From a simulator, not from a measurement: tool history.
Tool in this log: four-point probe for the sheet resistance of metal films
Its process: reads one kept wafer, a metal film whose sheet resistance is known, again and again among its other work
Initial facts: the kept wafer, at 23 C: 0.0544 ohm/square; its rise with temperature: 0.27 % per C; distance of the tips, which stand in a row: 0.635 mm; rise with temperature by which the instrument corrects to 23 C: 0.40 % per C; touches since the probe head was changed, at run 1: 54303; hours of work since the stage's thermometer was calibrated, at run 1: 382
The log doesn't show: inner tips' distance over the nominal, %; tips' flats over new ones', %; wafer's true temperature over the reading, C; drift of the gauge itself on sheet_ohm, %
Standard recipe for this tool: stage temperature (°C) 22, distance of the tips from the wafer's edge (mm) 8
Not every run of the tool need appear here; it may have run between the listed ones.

run	hour	stage temperature (°C)	distance of the tips from the wafer's edge (mm)	touches since the probe head was changed	hours of work since the stage's thermometer was calibrated	sheet resistance as the instrument gives it (ohm/square)
1	0.0	22	8	54303	382	0.054529
2	49.3	22	8	55963	408	0.054516
3	92.5	22	8	57415	431	0.054517
4	129.6	22	8	58665	451	0.054503
5	154.2	22	3	59492	464	0.055598
6	203.3	22	29	61145	490	0.054327
7	228.3	22	8	61987	503	0.054489
8	258.6	21	8	63005	519	0.054547
9	304.6	21	8	64554	543	0.054566
10	338.0	22	20	65676	561	0.054312
11	378.7	22	20	67046	583	0.054344
# hour 382.1: stage's thermometer calibrated
12	409.6	21	20	68072	15	0.054363
13	447.9	22	8	69358	35	0.054443
14	499.2	21	8	71086	62	0.054483
15	548.8	27	8	72756	88	0.054091
16	582.7	28	36	73897	106	0.053846
17	628.6	22	7	75440	130	0.054477
18	672.1	20	8	76904	153	0.054544
19	703.5	20	8	77962	170	0.054545
# hour 711.7: stage's thermometer calibrated, once more
20	752.2	28	20	79584	21	0.053888
21	790.8	29	8	80884	42	0.053965
22	828.3	24	35	82145	62	0.054149
23	875.3	24	35	83724	87	0.054099
24	926.8	24	35	85458	114	0.054101
25	961.8	24	35	86638	132	0.054131

Below are 3 alternative next runs, each starting from the tool's condition after run 25. Predict each:
A	1014.3	23	38	88404	160	?
B	1014.3	29	65	88404	160	?
C	1014.3	27	14	88404	160	?

run	sheet resistance as the instrument gives it (ohm/square)
A	0.054173
B	0.053759
C	0.053955
Stripped of hidden state, with their random variation kept, the same runs would have yielded:
run	sheet resistance as the instrument gives it (ohm/square)
A	0.054417
B	0.054001
C	0.054198

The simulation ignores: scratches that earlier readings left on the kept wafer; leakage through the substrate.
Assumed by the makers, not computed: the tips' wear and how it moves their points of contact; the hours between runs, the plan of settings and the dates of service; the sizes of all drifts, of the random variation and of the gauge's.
